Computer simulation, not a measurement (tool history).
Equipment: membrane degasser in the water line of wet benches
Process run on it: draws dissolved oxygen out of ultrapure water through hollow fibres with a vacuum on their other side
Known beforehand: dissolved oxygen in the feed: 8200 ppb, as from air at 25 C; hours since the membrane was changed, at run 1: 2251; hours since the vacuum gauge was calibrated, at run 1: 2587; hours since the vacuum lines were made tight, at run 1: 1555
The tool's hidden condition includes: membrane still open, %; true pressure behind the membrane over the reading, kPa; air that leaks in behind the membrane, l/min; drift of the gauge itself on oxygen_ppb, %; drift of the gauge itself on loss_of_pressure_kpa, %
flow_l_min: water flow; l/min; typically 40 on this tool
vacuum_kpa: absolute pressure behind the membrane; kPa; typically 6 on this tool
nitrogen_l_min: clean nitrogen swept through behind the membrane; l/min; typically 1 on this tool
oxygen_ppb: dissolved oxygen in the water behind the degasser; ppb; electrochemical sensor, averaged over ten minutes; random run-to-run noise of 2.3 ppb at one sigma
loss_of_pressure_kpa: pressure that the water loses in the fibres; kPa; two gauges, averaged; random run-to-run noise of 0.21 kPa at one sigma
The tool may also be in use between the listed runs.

run   hour  flow_l_min  vacuum_kpa  nitrogen_l_min  hours since the membrane was changed  hours since the vacuum gauge was calibrated  hours since the vacuum lines were made tight  oxygen_ppb  loss_of_pressure_kpa
  1      0          40           6               1                                  2251                                         2587                                          1555       235.5                 49.31
  2   60.1          40           6               1                                  2311                                         2647                                          1615       234.4                 49.28
  3  121.5          40           6               1                                  2372                                         2708                                          1677         238                 49.35
  4  188.4          40           6               1                                  2439                                         2775                                          1744       232.8                 49.55
  5  233.4          40           6               1                                  2484                                         2820                                          1789       234.7                 49.59
  6  289.4          33           6               1                                  2540                                         2876                                          1845       193.9                 41.13
  7    349          33           6               1                                  2600                                         2936                                          1904       193.2                 40.93
  8  427.9          33        8.99               1                                  2679                                         3015                                          1983       386.7                 41.09
  9  485.9          33        8.99               1                                  2737                                         3073                                          2041       380.9                  41.4
 10  519.7          50        5.87            1.22                                  2771                                         3106                                          2075       265.6                 62.52

Here are 5 independent what-if runs from the current tool condition. What would each one return?
  A   581          60        5.04            1.24                                  2832                                         3168                                          2136           ?                     ?
  B   581          40           6            2.16                                  2832                                         3168                                          2136           ?                     ?
  C   581          38        6.52            2.82                                  2832                                         3168                                          2136           ?                     ?
  D   581          26        7.38            2.54                                  2832                                         3168                                          2136           ?                     ?
  E   581          27        7.23               1                                  2832                                         3168                                          2136           ?                     ?

run  oxygen_ppb  loss_of_pressure_kpa
  A       273.1                 75.04
  B       130.3                 50.18
  C       116.2                 47.35
  D        99.7                 32.64
  E       232.8                 34.03
What these runs would have given with no unlogged condition in the tool:
run  oxygen_ppb  loss_of_pressure_kpa
  A       272.9                 74.17
  B       130.3                  49.6
  C       116.1                  46.8
  D        99.7                 32.26
  E       232.7                 33.63
